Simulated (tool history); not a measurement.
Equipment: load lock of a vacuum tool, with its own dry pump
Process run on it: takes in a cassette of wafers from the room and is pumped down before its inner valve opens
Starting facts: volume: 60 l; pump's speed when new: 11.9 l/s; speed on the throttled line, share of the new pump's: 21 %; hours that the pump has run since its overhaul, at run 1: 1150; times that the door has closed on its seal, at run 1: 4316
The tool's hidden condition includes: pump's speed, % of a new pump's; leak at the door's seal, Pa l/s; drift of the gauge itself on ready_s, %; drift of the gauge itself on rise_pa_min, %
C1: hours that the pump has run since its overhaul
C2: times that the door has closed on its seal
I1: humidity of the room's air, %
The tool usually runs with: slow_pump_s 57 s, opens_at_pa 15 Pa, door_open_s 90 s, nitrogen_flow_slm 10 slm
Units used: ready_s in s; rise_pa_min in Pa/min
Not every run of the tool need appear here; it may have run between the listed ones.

{"run": 1, "hour": 0.0, "slow_pump_s": 57, "opens_at_pa": 15, "door_open_s": 90, "nitrogen_flow_slm": 10, "C1": 1150, "C2": 4316, "I1": 45.6, "ready_s": 90.8, "rise_pa_min": 0.056}
{"run": 2, "hour": 371.5, "slow_pump_s": 57, "opens_at_pa": 15, "door_open_s": 90, "nitrogen_flow_slm": 10, "C1": 1521, "C2": 5710, "I1": 47.0, "ready_s": 89.9, "rise_pa_min": 0.061}
{"run": 3, "hour": 996.5, "slow_pump_s": 57, "opens_at_pa": 15, "door_open_s": 90, "nitrogen_flow_slm": 10, "C1": 2146, "C2": 8055, "I1": 43.9, "ready_s": 90.3, "rise_pa_min": 0.078}
{"run": 4, "hour": 1439.7, "slow_pump_s": 54, "opens_at_pa": 15, "door_open_s": 90, "nitrogen_flow_slm": 10, "C1": 2590, "C2": 9719, "I1": 46.2, "ready_s": 87.7, "rise_pa_min": 0.093}
{"run": 5, "hour": 1752.9, "slow_pump_s": 54, "opens_at_pa": 15, "door_open_s": 90, "nitrogen_flow_slm": 10, "C1": 2903, "C2": 10894, "I1": 42.1, "ready_s": 89.0, "rise_pa_min": 0.098}
{"run": 6, "hour": 2311.5, "slow_pump_s": 57, "opens_at_pa": 15, "door_open_s": 90, "nitrogen_flow_slm": 10, "C1": 3461, "C2": 12991, "I1": 45.3, "ready_s": 91.3, "rise_pa_min": 0.118}
{"run": 7, "hour": 2596.2, "slow_pump_s": 93, "opens_at_pa": 15, "door_open_s": 90, "nitrogen_flow_slm": 10, "C1": 3746, "C2": 14059, "I1": 46.8, "ready_s": 119.7, "rise_pa_min": 0.132}
{"run": 8, "hour": 3171.6, "slow_pump_s": 93, "opens_at_pa": 15, "door_open_s": 90, "nitrogen_flow_slm": 10, "C1": 4321, "C2": 16219, "I1": 49.2, "ready_s": 120.2, "rise_pa_min": 0.16}
{"run": 9, "hour": 3835.0, "slow_pump_s": 57, "opens_at_pa": 15, "door_open_s": 90, "nitrogen_flow_slm": 10, "C1": 4985, "C2": 18708, "I1": 48.3, "ready_s": 92.4, "rise_pa_min": 0.188}
{"run": 10, "hour": 4470.4, "slow_pump_s": 57, "opens_at_pa": 15, "door_open_s": 90, "nitrogen_flow_slm": 10, "C1": 5620, "C2": 21093, "I1": 41.9, "ready_s": 92.6, "rise_pa_min": 0.218}
{"run": 11, "hour": 4968.1, "slow_pump_s": 57, "opens_at_pa": 15, "door_open_s": 90, "nitrogen_flow_slm": 10, "C1": 6118, "C2": 22961, "I1": 45.5, "ready_s": 93.1, "rise_pa_min": 0.244}
{"run": 12, "hour": 5341.2, "slow_pump_s": 57, "opens_at_pa": 15, "door_open_s": 90, "nitrogen_flow_slm": 10, "C1": 6491, "C2": 24361, "I1": 45.1, "ready_s": 91.8, "rise_pa_min": 0.263}
{"run": 13, "hour": 5633.5, "slow_pump_s": 113, "opens_at_pa": 15, "door_open_s": 90, "nitrogen_flow_slm": 10, "C1": 6783, "C2": 25458, "I1": 46.7, "ready_s": 137.6, "rise_pa_min": 0.28}
{"run": 14, "hour": 6287.9, "slow_pump_s": 113, "opens_at_pa": 15, "door_open_s": 90, "nitrogen_flow_slm": 10, "C1": 7438, "C2": 27914, "I1": 42.0, "ready_s": 136.6, "rise_pa_min": 0.317}
{"run": 15, "hour": 6926.2, "slow_pump_s": 57, "opens_at_pa": 15, "door_open_s": 90, "nitrogen_flow_slm": 10, "C1": 8076, "C2": 30310, "I1": 48.1, "ready_s": 93.6, "rise_pa_min": 0.366}
{"run": 16, "hour": 7429.2, "slow_pump_s": 57, "opens_at_pa": 15, "door_open_s": 90, "nitrogen_flow_slm": 10, "C1": 8579, "C2": 32198, "I1": 44.6, "ready_s": 93.0, "rise_pa_min": 0.401}
{"run": 17, "hour": 7974.0, "slow_pump_s": 57, "opens_at_pa": 15, "door_open_s": 90, "nitrogen_flow_slm": 10, "C1": 9124, "C2": 34242, "I1": 48.2, "ready_s": 94.4, "rise_pa_min": 0.45}
{"hour": 8226.0, "done": "door's seal changed, seat wiped"}
{"run": 18, "hour": 8306.5, "slow_pump_s": 57, "opens_at_pa": 15, "door_open_s": 90, "nitrogen_flow_slm": 10, "C1": 9455, "C2": 302, "I1": 48.1, "ready_s": 94.4, "rise_pa_min": 0.034}
{"run": 19, "hour": 8765.4, "slow_pump_s": 57, "opens_at_pa": 15, "door_open_s": 90, "nitrogen_flow_slm": 45, "C1": 9914, "C2": 2025, "I1": 41.7, "ready_s": 93.5, "rise_pa_min": 0.027}
{"run": 20, "hour": 9080.9, "slow_pump_s": 57, "opens_at_pa": 24, "door_open_s": 90, "nitrogen_flow_slm": 40, "C1": 10229, "C2": 3209, "I1": 44.4, "ready_s": 93.6, "rise_pa_min": 0.033}
{"run": 21, "hour": 9627.7, "slow_pump_s": 57, "opens_at_pa": 15, "door_open_s": 90, "nitrogen_flow_slm": 5, "C1": 10776, "C2": 5261, "I1": 42.7, "ready_s": 95.0, "rise_pa_min": 0.062}
{"run": 22, "hour": 10079.6, "slow_pump_s": 32, "opens_at_pa": 19, "door_open_s": 90, "nitrogen_flow_slm": 10, "C1": 11228, "C2": 6957, "I1": 41.9, "ready_s": 74.5, "rise_pa_min": 0.066}
{"run": 23, "hour": 10637.2, "slow_pump_s": 32, "opens_at_pa": 21, "door_open_s": 72, "nitrogen_flow_slm": 8, "C1": 11786, "C2": 9050, "I1": 44.0, "ready_s": 74.6, "rise_pa_min": 0.089}
{"run": 24, "hour": 10996.0, "slow_pump_s": 32, "opens_at_pa": 21, "door_open_s": 72, "nitrogen_flow_slm": 8, "C1": 12144, "C2": 10396, "I1": 43.6, "ready_s": 74.5, "rise_pa_min": 0.099}
{"run": 25, "hour": 11684.9, "slow_pump_s": 57, "opens_at_pa": 28, "door_open_s": 31, "nitrogen_flow_slm": 10, "C1": 12833, "C2": 12982, "I1": 46.1, "ready_s": 92.5, "rise_pa_min": 0.121}
{"run": 26, "hour": 12257.4, "slow_pump_s": 57, "opens_at_pa": 28, "door_open_s": 31, "nitrogen_flow_slm": 33, "C1": 13406, "C2": 15130, "I1": 43.7, "ready_s": 92.8, "rise_pa_min": 0.127}
{"run": 27, "hour": 12909.5, "slow_pump_s": 109, "opens_at_pa": 15, "door_open_s": 35, "nitrogen_flow_slm": 10, "C1": 14058, "C2": 17578, "I1": 42.7, "ready_s": 137.2, "rise_pa_min": 0.168}
{"run": 28, "hour": 13456.6, "slow_pump_s": 109, "opens_at_pa": 26, "door_open_s": 35, "nitrogen_flow_slm": 10, "C1": 14605, "C2": 19631, "I1": 45.2, "ready_s": 132.2, "rise_pa_min": 0.198}
{"run": 29, "hour": 14065.6, "slow_pump_s": 109, "opens_at_pa": 26, "door_open_s": 35, "nitrogen_flow_slm": 10, "C1": 15214, "C2": 21917, "I1": 45.9, "ready_s": 131.8, "rise_pa_min": 0.226}
{"run": 30, "hour": 14432.7, "slow_pump_s": 61, "opens_at_pa": 15, "door_open_s": 90, "nitrogen_flow_slm": 10, "C1": 15581, "C2": 23294, "I1": 43.3, "ready_s": 100.0, "rise_pa_min": 0.26}
{"run": 31, "hour": 14792.4, "slow_pump_s": 61, "opens_at_pa": 15, "door_open_s": 106, "nitrogen_flow_slm": 10, "C1": 15941, "C2": 24644, "I1": 43.5, "ready_s": 100.3, "rise_pa_min": 0.288}
{"run": 32, "hour": 15259.3, "slow_pump_s": 61, "opens_at_pa": 15, "door_open_s": 106, "nitrogen_flow_slm": 10, "C1": 16408, "C2": 26397, "I1": 46.2, "ready_s": 100.1, "rise_pa_min": 0.314}
{"run": 33, "hour": 15798.7, "slow_pump_s": 62, "opens_at_pa": 24, "door_open_s": 41, "nitrogen_flow_slm": 41, "C1": 16947, "C2": 28421, "I1": 45.0, "ready_s": 99.0, "rise_pa_min": 0.326}
{"run": 34, "hour": 16453.6, "slow_pump_s": 36, "opens_at_pa": 15, "door_open_s": 90, "nitrogen_flow_slm": 12, "C1": 17602, "C2": 30879, "I1": 46.0, "ready_s": 82.7, "rise_pa_min": 0.394}
{"hour": 16647.2, "done": "dry pump taken out, an overhauled one fitted"}
{"run": 35, "hour": 17096.8, "slow_pump_s": 36, "opens_at_pa": 15, "door_open_s": 90, "nitrogen_flow_slm": 12, "C1": 450, "C2": 33270, "I1": 47.8, "ready_s": 74.0, "rise_pa_min": 0.441}
{"hour": 17628.5, "done": "door's seal changed, seat wiped"}
{"run": 36, "hour": 17628.5, "slow_pump_s": 36, "opens_at_pa": 15, "door_open_s": 90, "nitrogen_flow_slm": 12, "C1": 980, "C2": 0, "I1": 43.6, "ready_s": 74.1, "rise_pa_min": 0.035}
{"run": 37, "hour": 18252.0, "slow_pump_s": 57, "opens_at_pa": 18, "door_open_s": 235, "nitrogen_flow_slm": 10, "C1": 1603, "C2": 2340, "I1": 46.2, "ready_s": 89.5, "rise_pa_min": 0.063}

Entry by entry between the runs, the difference in hidden state between the last listed run before and the first listed run after:
Runs 17 to 18: door's seal changed, seat wiped (hour 8226.0)
  pump's speed, % of a new pump's: 88.9 -> 88.5; leak at the door's seal, Pa l/s: 0.4126 -> 0.0037
  what was measured, less what the result would be without the hidden state, ready_s: +4.2 -> +4.4 s; rise_pa_min: +0.411 -> +0.002 Pa/min
Runs 34 to 35: dry pump taken out, an overhauled one fitted (hour 16647.2)
  pump's speed, % of a new pump's: 79.3 -> 98.9; leak at the door's seal, Pa l/s: 0.3638 -> 0.413
  what was measured, less what the result would be without the hidden state, ready_s: +9.8 -> +0.4 s; rise_pa_min: +0.361 -> +0.407 Pa/min
Runs 35 to 36: door's seal changed, seat wiped (hour 17628.5)
  pump's speed, % of a new pump's: 98.9 -> 98.3; leak at the door's seal, Pa l/s: 0.413 -> 0.0027
  what was measured, less what the result would be without the hidden state, ready_s: +0.4 -> +0.7 s; rise_pa_min: +0.407 -> +0.001 Pa/min
